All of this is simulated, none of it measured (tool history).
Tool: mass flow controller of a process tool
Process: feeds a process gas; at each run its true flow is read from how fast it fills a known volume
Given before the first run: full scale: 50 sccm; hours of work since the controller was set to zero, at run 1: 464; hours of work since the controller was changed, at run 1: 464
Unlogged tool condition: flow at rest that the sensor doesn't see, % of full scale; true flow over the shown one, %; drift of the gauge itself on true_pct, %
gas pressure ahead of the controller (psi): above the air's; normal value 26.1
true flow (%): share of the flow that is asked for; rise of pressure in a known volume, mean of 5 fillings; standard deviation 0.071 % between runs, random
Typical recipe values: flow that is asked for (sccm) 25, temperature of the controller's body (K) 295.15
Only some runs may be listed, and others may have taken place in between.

| run | hour | flow that is asked for (sccm) | gas pressure ahead of the controller (psi) | temperature of the controller's body (K) | hours of work since the controller was set to zero | hours of work since the controller was changed | true flow (%) |
|---|---|---|---|---|---|---|---|
| 1 | 0 | 25 | 26.1 | 295.15 | 464 | 464 | 99.93 |
| 2 | 139.9 | 25 | 26.1 | 295.15 | 551 | 551 | 100.02 |
| 3 | 255.5 | 25 | 26.1 | 295.15 | 623 | 623 | 100.01 |
| 4 | 374.4 | 25 | 26.1 | 295.15 | 696 | 696 | 99.97 |
| 5 | 497.5 | 11 | 26.1 | 295.15 | 773 | 773 | 100.1 |
| 6 | 671.5 | 11 | 26.1 | 295.15 | 881 | 881 | 100.22 |
| 7 | 848.9 | 11 | 26.1 | 295.15 | 991 | 991 | 100.21 |
| 8 | 996.9 | 11 | 26.1 | 295.15 | 1083 | 1083 | 100.29 |
| 9 | 1117.2 | 10 | 26.1 | 295.15 | 1158 | 1158 | 100.37 |
| 10 | 1226.3 | 10 | 26.1 | 299.15 | 1226 | 1226 | 100.12 |
| 11 | 1334.4 | 10 | 26.1 | 299.15 | 1293 | 1293 | 100.25 |
| 12 | 1422.6 | 25 | 26.1 | 301.15 | 1348 | 1348 | 99.62 |
| 13 | 1568.3 | 25 | 26.1 | 301.15 | 1438 | 1438 | 99.53 |
| 14 | 1735.1 | 25 | 26.1 | 301.15 | 1542 | 1542 | 99.81 |
| 15 | 1839.3 | 25 | 26.1 | 301.15 | 1607 | 1607 | 99.57 |
| 16 | 1922.5 | 25 | 24.8 | 295.15 | 1658 | 1658 | 100.13 |
| 17 | 2013.3 | 25 | 24.8 | 295.15 | 1715 | 1715 | 100.26 |
| 18 | 2185.2 | 25 | 26.1 | 295.15 | 1822 | 1822 | 100.25 |
| 19 | 2292.5 | 32 | 23.1 | 303.15 | 1888 | 1888 | 99.66 |
| 20 | 2470 | 15 | 26.1 | 308.15 | 1999 | 1999 | 99.38 |
| 21 | 2562.9 | 9 | 23.4 | 295.15 | 2056 | 2056 | 101.34 |
| 22 | 2651.8 | 6 | 20.3 | 304.15 | 2111 | 2111 | 101.81 |
| 23 | 2811.2 | 9 | 35.5 | 295.15 | 2211 | 2211 | 101.06 |
| 24 | 2932.1 | 9 | 25.4 | 295.15 | 2286 | 2286 | 101.41 |
| 25 | 3018.3 | 25 | 25.4 | 300.15 | 2339 | 2339 | 99.87 |
| 26 | 3128.2 | 25 | 25.4 | 300.15 | 2407 | 2407 | 99.88 |
| 27 | 3252 | 12 | 25.4 | 300.15 | 2484 | 2484 | 100.63 |
| 28 | 3372.8 | 12 | 21.6 | 297.15 | 2559 | 2559 | 101.08 |
| 29 | 3520 | 42 | 23.4 | 295.15 | 2651 | 2651 | 100.42 |
| 30 | 3614.7 | 5 | 25.7 | 296.15 | 2710 | 2710 | 103.95 |
| 31 | 3775.8 | 5 | 25.7 | 296.15 | 2810 | 2810 | 104.16 |
| 32 | 3945.8 | 25 | 25.5 | 295.15 | 2916 | 2916 | 100.45 |
| 33 | 4022.1 | 25 | 25.5 | 295.15 | 2963 | 2963 | 100.45 |
| 34 | 4201.6 | 25 | 25.5 | 295.15 | 3074 | 3074 | 100.37 |
| 35 | 4293 | 25 | 24.2 | 295.15 | 3131 | 3131 | 100.4 |

Each row is a separate what-if for the run after 35, all from the same tool condition, not one after another. Results?
| A | 4399.1 | 25 | 26.1 | 306.15 | 3197 | 3197 | ? |
| B | 4399.1 | 6 | 26.1 | 295.15 | 3197 | 3197 | ? |
| C | 4399.1 | 44 | 24.2 | 295.15 | 3197 | 3197 | ? |

| run | true flow (%) |
|---|---|
| A | 99.56 |
| B | 103.7 |
| C | 100.35 |
With no hidden state in the tool, these same runs would have given:
| run | true flow (%) |
|---|---|
| A | 98.78 |
| B | 99.04 |
| C | 100.1 |

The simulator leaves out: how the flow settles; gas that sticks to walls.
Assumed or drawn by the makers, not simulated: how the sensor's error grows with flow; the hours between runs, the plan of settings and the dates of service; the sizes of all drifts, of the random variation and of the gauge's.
